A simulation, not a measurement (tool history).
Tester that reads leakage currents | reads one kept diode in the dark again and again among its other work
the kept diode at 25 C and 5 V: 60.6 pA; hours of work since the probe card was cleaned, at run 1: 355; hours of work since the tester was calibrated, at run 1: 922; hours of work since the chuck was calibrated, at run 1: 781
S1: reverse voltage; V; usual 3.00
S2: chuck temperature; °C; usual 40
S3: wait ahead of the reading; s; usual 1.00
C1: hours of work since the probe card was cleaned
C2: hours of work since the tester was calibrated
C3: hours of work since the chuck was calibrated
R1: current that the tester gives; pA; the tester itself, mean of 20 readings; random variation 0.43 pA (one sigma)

| run | hour | S1 | S2 | S3 | C1 | C2 | C3 | R1 |
|---|---|---|---|---|---|---|---|---|
| 1 | 0.0 | 3.00 | 40 | 1.00 | 355 | 922 | 781 | 126.36 |
| 2 | 146.6 | 3.00 | 40 | 1.00 | 424 | 991 | 850 | 126.23 |
| 3 | 261.9 | 3.00 | 40 | 1.00 | 479 | 1046 | 905 | 125.43 |
|  | 294.6 | chuck's temperature calibrated |
| 4 | 378.1 | 3.00 | 40 | 1.00 | 532 | 1099 | 39 | 141.89 |
| 5 | 498.7 | 3.00 | 40 | 1.00 | 589 | 1156 | 96 | 141.31 |
| 6 | 743.1 | 3.00 | 40 | 1.00 | 704 | 1271 | 211 | 139.08 |
| 7 | 909.6 | 3.00 | 30 | 1.00 | 783 | 1350 | 290 | 68.33 |
| 8 | 1143.5 | 3.00 | 30 | 1.00 | 893 | 1460 | 400 | 68.06 |
| 9 | 1314.3 | 3.00 | 40 | 1.00 | 973 | 1540 | 480 | 134.04 |
| 10 | 1478.5 | 5.32 | 22 | 1.00 | 1050 | 1618 | 557 | 54.07 |
| 11 | 1731.4 | 5.32 | 22 | 1.00 | 1169 | 1737 | 676 | 54.09 |
| 12 | 1954.6 | 1.34 | 35 | 1.00 | 1274 | 1842 | 781 | 59.47 |
| 13 | 2184.3 | 3.53 | 35 | 1.88 | 1383 | 1950 | 890 | 98.93 |
|  | 2235.1 | chuck's temperature calibrated |
| 14 | 2395.5 | 3.53 | 35 | 1.88 | 1481 | 2048 | 75 | 114.06 |
| 15 | 2588.1 | 3.53 | 35 | 1.88 | 1572 | 2139 | 166 | 113.04 |
|  | 2654.5 | probe card cleaned and baked |
| 16 | 2848.9 | 3.53 | 35 | 1.88 | 92 | 2260 | 288 | 103.59 |
| 17 | 3011.2 | 2.28 | 52 | 0.66 | 168 | 2337 | 364 | 263.39 |

4 ways to go on from here, each from the tool as it stands after run 17. What would each give?
| A | 3214.0 | 2.28 | 29 | 1.07 | 263 | 2432 | 459 | ? |
| B | 3214.0 | 2.28 | 34 | 0.66 | 263 | 2432 | 459 | ? |
| C | 3214.0 | 3.25 | 59 | 0.31 | 263 | 2432 | 459 | ? |
| D | 3214.0 | 1.63 | 52 | 3.76 | 263 | 2432 | 459 | ? |

| run | R1 |
|---|---|
| A | 52.09 |
| B | 75.49 |
| C | 486.98 |
| D | 216.51 |
Without the tool's hidden state the same runs would have given:
| run | R1 |
|---|---|
| A | 55.71 |
| B | 80.98 |
| C | 522.09 |
| D | 232.74 |
